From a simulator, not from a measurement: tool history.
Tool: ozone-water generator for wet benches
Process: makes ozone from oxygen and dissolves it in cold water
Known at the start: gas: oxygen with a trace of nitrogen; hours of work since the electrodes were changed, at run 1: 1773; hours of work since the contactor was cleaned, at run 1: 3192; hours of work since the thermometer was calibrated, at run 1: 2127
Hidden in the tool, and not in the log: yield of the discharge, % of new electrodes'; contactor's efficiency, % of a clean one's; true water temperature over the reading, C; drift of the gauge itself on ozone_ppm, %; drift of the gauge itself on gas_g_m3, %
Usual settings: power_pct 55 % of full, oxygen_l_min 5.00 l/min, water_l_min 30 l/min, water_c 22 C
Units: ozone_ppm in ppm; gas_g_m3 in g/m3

| run | hour | power_pct | oxygen_l_min | water_l_min | water_c | hours of work since the electrodes were changed | hours of work since the contactor was cleaned | hours of work since the thermometer was calibrated | ozone_ppm | gas_g_m3 |
|---|---|---|---|---|---|---|---|---|---|---|
| 1 | 0.0 | 55 | 5.00 | 30 | 22 | 1773 | 3192 | 2127 | 13.2 | 152.6 |
| 2 | 114.4 | 55 | 5.00 | 30 | 22 | 1860 | 3279 | 2214 | 13.2 | 154.4 |
| 3 | 168.2 | 55 | 5.00 | 30 | 20 | 1901 | 3320 | 2255 | 13.5 | 152.9 |
| 4 | 252.7 | 55 | 5.00 | 30 | 20 | 1965 | 3384 | 2320 | 13.4 | 152.1 |
| 5 | 308.5 | 55 | 5.00 | 30 | 22 | 2007 | 3426 | 2362 | 13.2 | 151.9 |
| 6 | 418.2 | 55 | 5.00 | 30 | 22 | 2091 | 3510 | 2446 | 13.4 | 154.3 |
| 7 | 507.5 | 55 | 5.00 | 30 | 22 | 2159 | 3578 | 2514 | 13.3 | 151.8 |
| 8 | 606.8 | 55 | 5.00 | 24 | 22 | 2234 | 3653 | 2589 | 15.9 | 152.6 |
|  | 625.8 | water thermometer calibrated |
| 9 | 692.7 | 55 | 5.00 | 36 | 22 | 2299 | 3718 | 51 | 11.4 | 152.5 |
| 10 | 753.1 | 62 | 5.00 | 30 | 22 | 2345 | 3764 | 97 | 14.6 | 167.0 |
| 11 | 841.5 | 62 | 5.00 | 30 | 22 | 2412 | 3831 | 164 | 14.5 | 165.1 |
| 12 | 935.2 | 64 | 5.00 | 30 | 22 | 2484 | 3903 | 235 | 14.8 | 170.3 |
| 13 | 1035.5 | 55 | 8.63 | 30 | 20 | 2560 | 3979 | 312 | 14.3 | 114.3 |
| 14 | 1108.5 | 56 | 8.63 | 25 | 20 | 2616 | 4034 | 367 | 16.2 | 116.2 |
| 15 | 1157.7 | 56 | 8.63 | 25 | 20 | 2653 | 4072 | 405 | 16.3 | 116.0 |
| 16 | 1225.7 | 56 | 8.63 | 25 | 20 | 2705 | 4124 | 456 | 16.2 | 115.5 |
|  | 1238.3 | gauge calibrated |
| 17 | 1337.6 | 76 | 4.93 | 30 | 22 | 2790 | 4209 | 541 | 17.0 | 199.0 |
|  | 1354.4 | contactor cleaned |
| 18 | 1428.3 | 76 | 4.93 | 30 | 22 | 2856 | 56 | 607 | 17.0 | 197.3 |
| 19 | 1484.0 | 44 | 5.67 | 22 | 22 | 2898 | 99 | 650 | 14.1 | 121.9 |
| 20 | 1588.3 | 49 | 7.90 | 19 | 20 | 2978 | 178 | 729 | 17.5 | 110.8 |
| 21 | 1653.8 | 96 | 7.90 | 19 | 20 | 3027 | 228 | 779 | 29.1 | 186.0 |
| 22 | 1723.3 | 96 | 7.90 | 19 | 20 | 3080 | 281 | 832 | 29.5 | 183.7 |
| 23 | 1815.2 | 96 | 7.90 | 19 | 20 | 3150 | 351 | 902 | 29.2 | 185.3 |

Forecast each of these 5 alternatives for the next run:
| A | 1907.9 | 86 | 7.90 | 19 | 20 | 3221 | 421 | 972 | ? | ? |
| B | 1907.9 | 55 | 4.63 | 30 | 29 | 3221 | 421 | 972 | ? | ? |
| C | 1907.9 | 96 | 3.69 | 19 | 27 | 3221 | 421 | 972 | ? | ? |
| D | 1907.9 | 96 | 7.90 | 46 | 20 | 3221 | 421 | 972 | ? | ? |
| E | 1907.9 | 55 | 5.93 | 23 | 22 | 3221 | 421 | 972 | ? | ? |

| run | ozone_ppm | gas_g_m3 |
|---|---|---|
| A | 26.7 | 168.7 |
| B | 12.1 | 158.3 |
| C | 26.5 | 270.1 |
| D | 15.1 | 185.4 |
| E | 16.3 | 139.7 |
Without the tool's hidden state the same runs would have given:
| run | ozone_ppm | gas_g_m3 |
|---|---|---|
| A | 26.7 | 171.7 |
| B | 12.1 | 161.0 |
| C | 26.6 | 274.9 |
| D | 15.1 | 188.6 |
| E | 16.4 | 142.2 |
